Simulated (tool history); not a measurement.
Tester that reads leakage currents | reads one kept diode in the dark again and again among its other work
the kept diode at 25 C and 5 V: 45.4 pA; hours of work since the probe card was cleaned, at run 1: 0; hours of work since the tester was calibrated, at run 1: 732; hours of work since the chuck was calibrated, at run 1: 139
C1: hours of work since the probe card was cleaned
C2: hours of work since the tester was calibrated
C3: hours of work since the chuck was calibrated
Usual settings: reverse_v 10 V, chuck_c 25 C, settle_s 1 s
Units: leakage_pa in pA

run 1 hour=0 | reverse_v=10 chuck_c=25 settle_s=1 | C1=0 C2=732 C3=139 | leakage_pa=66.12
run 2 hour=64.1 | reverse_v=2.1 chuck_c=25 settle_s=1 | C1=42 C2=774 C3=181 | leakage_pa=30.72
run 3 hour=157.1 | reverse_v=2.1 chuck_c=25 settle_s=1 | C1=102 C2=834 C3=241 | leakage_pa=30.99
run 4 hour=225.8 | reverse_v=2.9 chuck_c=25 settle_s=1 | C1=146 C2=878 C3=286 | leakage_pa=36.85
run 5 hour=314.9 | reverse_v=17.8 chuck_c=25 settle_s=1 | C1=204 C2=936 C3=343 | leakage_pa=97.18
run 6 hour=421.7 | reverse_v=17.8 chuck_c=25 settle_s=1 | C1=273 C2=1005 C3=413 | leakage_pa=99.85
run 7 hour=501.6 | reverse_v=17.8 chuck_c=25 settle_s=1 | C1=325 C2=1057 C3=464 | leakage_pa=101.63
run 8 hour=582.2 | reverse_v=4.2 chuck_c=25 settle_s=1 | C1=377 C2=1109 C3=516 | leakage_pa=46.53
run 9 hour=674.3 | reverse_v=4.2 chuck_c=25 settle_s=1 | C1=437 C2=1169 C3=576 | leakage_pa=46.86
run 10 hour=788 | reverse_v=4.2 chuck_c=37 settle_s=1 | C1=510 C2=1243 C3=650 | leakage_pa=124.61
run 11 hour=899.6 | reverse_v=4.2 chuck_c=37 settle_s=1 | C1=583 C2=1315 C3=722 | leakage_pa=125.28
run 12 hour=984.6 | reverse_v=4.2 chuck_c=37 settle_s=1 | C1=638 C2=1370 C3=777 | leakage_pa=126.24
run 13 hour=1086.9 | reverse_v=4.2 chuck_c=51 settle_s=1 | C1=704 C2=1436 C3=843 | leakage_pa=371.48
run 14 hour=1193.7 | reverse_v=1.1 chuck_c=51 settle_s=1 | C1=773 C2=1505 C3=912 | leakage_pa=194.57
run 15 hour=1303.8 | reverse_v=1.1 chuck_c=51 settle_s=1 | C1=844 C2=1577 C3=984 | leakage_pa=195.63
-- hour=1317.2 tester calibrated
run 16 hour=1399.3 | reverse_v=1.1 chuck_c=51 settle_s=1 | C1=905 C2=53 C3=1044 | leakage_pa=194.2
run 17 hour=1495.8 | reverse_v=17.3 chuck_c=33 settle_s=1 | C1=968 C2=116 C3=1107 | leakage_pa=209.97
run 18 hour=1580.8 | reverse_v=17.3 chuck_c=23 settle_s=1.35 | C1=1023 C2=171 C3=1162 | leakage_pa=113.39
-- hour=1618.6 probe card cleaned and baked
run 19 hour=1652.3 | reverse_v=10 chuck_c=59 settle_s=1 | C1=22 C2=215 C3=1206 | leakage_pa=1000.75
-- hour=1711.4 tester calibrated, once more
run 20 hour=1743.4 | reverse_v=3.7 chuck_c=33 settle_s=1.14 | C1=80 C2=21 C3=1264 | leakage_pa=82.8
run 21 hour=1817.4 | reverse_v=3.7 chuck_c=33 settle_s=1.14 | C1=128 C2=69 C3=1312 | leakage_pa=83
run 22 hour=1910.1 | reverse_v=10 chuck_c=26 settle_s=5.11 | C1=188 C2=129 C3=1372 | leakage_pa=75.57
run 23 hour=1971.5 | reverse_v=6.5 chuck_c=45 settle_s=0.64 | C1=227 C2=168 C3=1412 | leakage_pa=293.12
run 24 hour=2039.4 | reverse_v=2.1 chuck_c=36 settle_s=5.41 | C1=271 C2=212 C3=1456 | leakage_pa=81.26
run 25 hour=2130.3 | reverse_v=2.1 chuck_c=36 settle_s=5.41 | C1=330 C2=271 C3=1515 | leakage_pa=82.1
run 26 hour=2181.9 | reverse_v=6.8 chuck_c=50 settle_s=1.37 | C1=364 C2=305 C3=1548 | leakage_pa=442.02

5 ways to go on from here, each from the tool as it stands after run 26. What would each give?
run A hour=2309.8 | reverse_v=4.2 chuck_c=30 settle_s=0.72 | C1=446 C2=388 C3=1631 | leakage_pa=?
run B hour=2309.8 | reverse_v=5.5 chuck_c=37 settle_s=0.34 | C1=446 C2=388 C3=1631 | leakage_pa=?
run C hour=2309.8 | reverse_v=1.2 chuck_c=50 settle_s=1.37 | C1=446 C2=388 C3=1631 | leakage_pa=?
run D hour=2309.8 | reverse_v=10 chuck_c=25 settle_s=0.32 | C1=446 C2=388 C3=1631 | leakage_pa=?
run E hour=2309.8 | reverse_v=1.5 chuck_c=21 settle_s=4.4 | C1=446 C2=388 C3=1631 | leakage_pa=?

run=A leakage_pa=73.17
run=B leakage_pa=149.7
run=C leakage_pa=192.1
run=D leakage_pa=87.55
run=E leakage_pa=19.99
Without the tool's hidden state the same runs would have given:
run=A leakage_pa=67.48
run=B leakage_pa=141.3
run=C leakage_pa=187.22
run=D leakage_pa=76
run=E leakage_pa=18.04

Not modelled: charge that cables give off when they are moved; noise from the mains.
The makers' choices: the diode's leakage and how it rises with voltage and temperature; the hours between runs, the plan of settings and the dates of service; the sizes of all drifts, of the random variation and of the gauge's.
